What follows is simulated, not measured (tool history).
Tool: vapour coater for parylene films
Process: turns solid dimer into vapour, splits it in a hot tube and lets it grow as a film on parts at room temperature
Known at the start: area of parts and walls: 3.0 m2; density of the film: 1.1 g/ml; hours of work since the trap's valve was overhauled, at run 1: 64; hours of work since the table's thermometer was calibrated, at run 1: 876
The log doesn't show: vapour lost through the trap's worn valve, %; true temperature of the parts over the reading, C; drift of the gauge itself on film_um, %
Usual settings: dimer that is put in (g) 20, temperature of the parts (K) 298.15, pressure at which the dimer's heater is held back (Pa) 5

run	hour	dimer that is put in (g)	temperature of the parts (K)	pressure at which the dimer's heater is held back (Pa)	hours of work since the trap's valve was overhauled	hours of work since the table's thermometer was calibrated	thickness of the film (µm)
1	0	20	298.15	5	64	876	2.79
2	33.6	20	298.15	5	87	899	2.79
3	61.4	20	295.15	5	106	918	3.09
4	96.3	20	298.15	5	131	943	2.74
5	129.1	20	301.15	5	153	965	2.45
6	144.2	20	301.15	5	164	976	2.45
7	159.5	20	300.15	5	174	986	2.54
8	175.3	20	292.15	5	185	997	3.31
9	201.3	20	292.15	5	203	1015	3.33
10	229.2	20	298.15	9.54	223	1035	2.44
11	260.5	20	298.15	9.54	245	1057	2.4
12	289.8	20	298.15	9.54	265	1077	2.37
13	315.2	20	298.15	5	283	1095	2.59
14	345.7	20	298.15	5	304	1116	2.62
15	359.9	20	298.15	5	313	1126	2.58
16	381.5	20	298.15	5	328	1141	2.56
# hour 392.8: trap's valve overhauled
17	403.3	20	298.15	5	7	1153	2.42
18	432	20	298.15	5	27	1173	2.37
19	450.6	20	298.15	5	40	1186	2.37
20	475.5	20	298.15	5	57	1203	2.39
21	509.7	11	298.15	5	81	1227	1.28
# hour 523.7: trap's valve overhauled, once more
22	538.2	11	298.15	5	10	1244	1.61
23	568.7	19	303.15	4.74	31	1265	2.29
24	593.8	19	303.15	4.74	49	1282	2.28
25	628.5	19	303.15	4.74	73	1306	2.25
26	658.5	19	303.15	4.74	94	1327	2.23
27	683	19	303.15	4.74	111	1344	2.23
28	704.3	11	303.15	3.23	125	1359	1.35
29	719.5	16	307.15	6.76	136	1369	1.54
30	742.4	16	307.15	6.76	152	1385	1.54

Run 31 comes next. What will it give?
31	762.7	8	294.15	6.4	166	1399	?

{"run 31": {"thickness of the film (µm)": 1.2}}
Without the tool's hidden state the same run would have given thickness of the film (µm) 1.26.

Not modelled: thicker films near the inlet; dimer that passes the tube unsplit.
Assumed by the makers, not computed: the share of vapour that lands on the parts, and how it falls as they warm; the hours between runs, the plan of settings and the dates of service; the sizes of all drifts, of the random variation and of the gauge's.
